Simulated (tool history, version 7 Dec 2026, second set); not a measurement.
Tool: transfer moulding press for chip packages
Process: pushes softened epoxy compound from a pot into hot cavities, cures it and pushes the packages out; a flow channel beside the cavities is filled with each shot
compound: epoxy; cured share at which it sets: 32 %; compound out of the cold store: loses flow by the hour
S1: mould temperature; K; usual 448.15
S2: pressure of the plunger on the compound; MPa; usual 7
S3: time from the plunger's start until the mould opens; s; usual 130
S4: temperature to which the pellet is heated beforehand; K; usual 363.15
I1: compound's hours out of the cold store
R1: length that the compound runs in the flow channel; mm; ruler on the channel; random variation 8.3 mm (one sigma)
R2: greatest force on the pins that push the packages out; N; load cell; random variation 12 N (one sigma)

run	hour	S1	S2	S3	S4	I1	R1	R2
1	0	448.15	7	130	363.15	12.3	986	873
# hour 14.2: mould's thermocouples calibrated
# hour 23.3: plunger's sealing rings changed
# hour 34.7: cavities cleaned with cleaning compound and waxed
2	44.9	448.15	5.92	130	363.15	38.5	866	605
3	92.4	448.15	5.78	130	363.15	22.1	889	853
# hour 116.4: cavities cleaned with cleaning compound and waxed
4	137.2	448.15	5.78	130	363.15	42.1	815	638
5	172.9	448.15	5.78	130	363.15	37.6	820	830
# hour 196.5: cavities cleaned with cleaning compound and waxed
6	196.5	448.15	7	130	358.15	22.8	961	562
7	229.1	448.15	5.86	130	363.15	28.5	852	742
# hour 271.5: plunger's sealing rings changed
# hour 281.1: cavities cleaned with cleaning compound and waxed
8	282.1	448.15	5.86	130	363.15	43.3	836	555
9	327.6	448.15	8.55	130	363.15	17.3	1092	806
# hour 362.7: cavities cleaned with cleaning compound and waxed
10	377.9	448.15	7	130	363.15	41.7	910	651
11	421.1	448.15	7	114	363.15	12.1	1009	1180
# hour 443.6: cavities cleaned with cleaning compound and waxed
12	451.7	448.15	7	130	363.15	47.5	874	575
13	480.8	448.15	7	130	363.15	26.8	925	782
14	506.9	448.15	8.22	130	363.15	33.8	997	832
# hour 520.7: plunger's sealing rings changed
# hour 525.5: cavities cleaned with cleaning compound and waxed
15	552.7	456.15	5.57	122	355.15	23.2	837	603
16	597.1	454.15	6.92	166	363.15	8.4	1000	687
# hour 606.9: cavities cleaned with cleaning compound and waxed
17	635.2	454.15	6.92	166	363.15	35.7	914	541
# hour 656.7: mould's thermocouples calibrated
18	660.6	443.15	6.23	130	363.15	19.7	944	1202
# hour 690: cavities cleaned with cleaning compound and waxed
19	708.6	448.15	7	130	357.15	31.4	933	684
20	758.7	448.15	7.03	125	363.15	40.2	881	910
# hour 772.7: plunger's sealing rings changed
# hour 774.2: cavities cleaned with cleaning compound and waxed
21	804.3	448.15	5.59	130	364.15	10.9	911	755
22	844.1	450.15	7	130	363.15	20.7	972	802
# hour 853.3: cavities cleaned with cleaning compound and waxed
23	882.1	450.15	7	130	363.15	15.7	981	683
24	926.8	450.15	7	130	363.15	39.9	893	796
# hour 934.3: cavities cleaned with cleaning compound and waxed
25	970.6	450.15	7	130	363.15	34.7	906	703
26	1008.6	440.15	6.03	130	363.15	36.2	874	1557
# hour 1013.3: cavities cleaned with cleaning compound and waxed
# hour 1022.9: plunger's sealing rings changed
27	1063.4	440.15	6.28	124	360.15	36.2	928	1693

4 ways to go on from here, each from the tool as it stands after run 27. What would each give?
# hour 1096.6: cavities cleaned with cleaning compound and waxed
A	1097.6	452.15	5.82	130	355.15	35.7	?	?
# hour 1096.6: cavities cleaned with cleaning compound and waxed
B	1097.6	440.15	7	130	359.15	39	?	?
# hour 1096.6: cavities cleaned with cleaning compound and waxed
C	1097.6	441.15	8.01	130	356.15	28.7	?	?
# hour 1096.6: cavities cleaned with cleaning compound and waxed
D	1097.6	443.15	6.59	147	360.15	47.8	?	?

run	R1	R2
A	835	474
B	971	1075
C	1073	925
D	889	628
Without the tool's hidden state the same runs would have given:
run	R1	R2
A	847	461
B	985	1024
C	1087	880
D	902	601

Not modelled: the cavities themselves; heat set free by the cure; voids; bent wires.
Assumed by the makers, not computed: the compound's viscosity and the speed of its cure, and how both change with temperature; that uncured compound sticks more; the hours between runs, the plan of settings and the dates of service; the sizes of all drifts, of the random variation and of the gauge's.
